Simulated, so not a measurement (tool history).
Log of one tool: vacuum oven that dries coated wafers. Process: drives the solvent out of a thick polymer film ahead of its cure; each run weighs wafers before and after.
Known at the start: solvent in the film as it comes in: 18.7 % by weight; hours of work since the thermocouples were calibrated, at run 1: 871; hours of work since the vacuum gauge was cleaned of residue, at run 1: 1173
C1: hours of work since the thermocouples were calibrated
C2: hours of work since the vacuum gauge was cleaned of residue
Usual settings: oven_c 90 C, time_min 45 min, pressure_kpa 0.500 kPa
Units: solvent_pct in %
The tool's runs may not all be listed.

run 1 hour=0.0 | oven_c=90 time_min=45 pressure_kpa=0.500 | C1=871 C2=1173 | solvent_pct=3.17
run 2 hour=49.4 | oven_c=90 time_min=45 pressure_kpa=0.500 | C1=898 C2=1200 | solvent_pct=3.19
run 3 hour=84.2 | oven_c=90 time_min=45 pressure_kpa=0.500 | C1=918 C2=1219 | solvent_pct=3.17
run 4 hour=143.1 | oven_c=90 time_min=45 pressure_kpa=0.500 | C1=950 C2=1252 | solvent_pct=3.13
run 5 hour=176.7 | oven_c=95 time_min=45 pressure_kpa=0.500 | C1=969 C2=1271 | solvent_pct=2.25
run 6 hour=227.0 | oven_c=90 time_min=45 pressure_kpa=0.500 | C1=997 C2=1299 | solvent_pct=3.17
run 7 hour=269.4 | oven_c=90 time_min=45 pressure_kpa=0.500 | C1=1020 C2=1322 | solvent_pct=3.22
run 8 hour=317.2 | oven_c=79 time_min=45 pressure_kpa=0.500 | C1=1047 C2=1349 | solvent_pct=5.74
run 9 hour=342.9 | oven_c=103 time_min=45 pressure_kpa=0.500 | C1=1061 C2=1363 | solvent_pct=1.16
run 10 hour=373.4 | oven_c=103 time_min=45 pressure_kpa=0.500 | C1=1078 C2=1380 | solvent_pct=1.18
run 11 hour=408.3 | oven_c=103 time_min=45 pressure_kpa=0.500 | C1=1098 C2=1399 | solvent_pct=1.11
run 12 hour=443.3 | oven_c=103 time_min=45 pressure_kpa=0.500 | C1=1117 C2=1419 | solvent_pct=1.16
run 13 hour=467.5 | oven_c=92 time_min=45 pressure_kpa=0.500 | C1=1130 C2=1432 | solvent_pct=2.76
-- hour=519.8 oven's thermocouples calibrated
run 14 hour=523.2 | oven_c=90 time_min=45 pressure_kpa=0.500 | C1=2 C2=1462 | solvent_pct=3.35
run 15 hour=568.2 | oven_c=90 time_min=45 pressure_kpa=0.500 | C1=27 C2=1487 | solvent_pct=3.29
run 16 hour=597.9 | oven_c=90 time_min=45 pressure_kpa=0.856 | C1=43 C2=1504 | solvent_pct=3.42
run 17 hour=658.0 | oven_c=90 time_min=45 pressure_kpa=0.856 | C1=77 C2=1537 | solvent_pct=3.40
run 18 hour=711.9 | oven_c=79 time_min=45 pressure_kpa=0.917 | C1=107 C2=1567 | solvent_pct=6.17
run 19 hour=740.3 | oven_c=90 time_min=45 pressure_kpa=0.428 | C1=123 C2=1583 | solvent_pct=3.41
run 20 hour=788.9 | oven_c=86 time_min=63 pressure_kpa=0.720 | C1=150 C2=1610 | solvent_pct=2.68
-- hour=808.6 oven's thermocouples calibrated, once more
run 21 hour=820.7 | oven_c=86 time_min=63 pressure_kpa=0.720 | C1=7 C2=1626 | solvent_pct=2.50
run 22 hour=844.9 | oven_c=86 time_min=63 pressure_kpa=0.720 | C1=20 C2=1640 | solvent_pct=2.48
run 23 hour=881.0 | oven_c=104 time_min=45 pressure_kpa=0.524 | C1=40 C2=1660 | solvent_pct=1.00
run 24 hour=917.9 | oven_c=81 time_min=31 pressure_kpa=0.379 | C1=61 C2=1680 | solvent_pct=7.17
run 25 hour=957.8 | oven_c=76 time_min=29 pressure_kpa=1.320 | C1=83 C2=1702 | solvent_pct=8.91
run 26 hour=991.9 | oven_c=76 time_min=30 pressure_kpa=0.542 | C1=102 C2=1721 | solvent_pct=8.51
run 27 hour=1029.6 | oven_c=90 time_min=37 pressure_kpa=0.388 | C1=123 C2=1742 | solvent_pct=4.02
run 28 hour=1084.5 | oven_c=76 time_min=45 pressure_kpa=0.500 | C1=153 C2=1773 | solvent_pct=6.56
run 29 hour=1111.4 | oven_c=76 time_min=37 pressure_kpa=1.802 | C1=168 C2=1788 | solvent_pct=7.94
run 30 hour=1156.6 | oven_c=98 time_min=35 pressure_kpa=0.500 | C1=193 C2=1813 | solvent_pct=2.75
run 31 hour=1184.8 | oven_c=97 time_min=38 pressure_kpa=0.500 | C1=209 C2=1829 | solvent_pct=2.54
run 32 hour=1220.1 | oven_c=96 time_min=45 pressure_kpa=1.278 | C1=229 C2=1848 | solvent_pct=2.21
run 33 hour=1269.2 | oven_c=96 time_min=45 pressure_kpa=1.278 | C1=256 C2=1875 | solvent_pct=2.25

Forecast each of these 4 alternatives for the next run:
run A hour=1308.9 | oven_c=86 time_min=59 pressure_kpa=0.598 | C1=278 C2=1898 | solvent_pct=?
run B hour=1308.9 | oven_c=90 time_min=45 pressure_kpa=0.567 | C1=278 C2=1898 | solvent_pct=?
run C hour=1308.9 | oven_c=87 time_min=53 pressure_kpa=0.491 | C1=278 C2=1898 | solvent_pct=?
run D hour=1308.9 | oven_c=92 time_min=63 pressure_kpa=0.376 | C1=278 C2=1898 | solvent_pct=?

run=A solvent_pct=2.81
run=B solvent_pct=3.15
run=C solvent_pct=3.06
run=D solvent_pct=1.47
Without the tool's hidden state the same runs would have given:
run=A solvent_pct=2.55
run=B solvent_pct=2.92
run=C solvent_pct=2.81
run=D solvent_pct=1.26
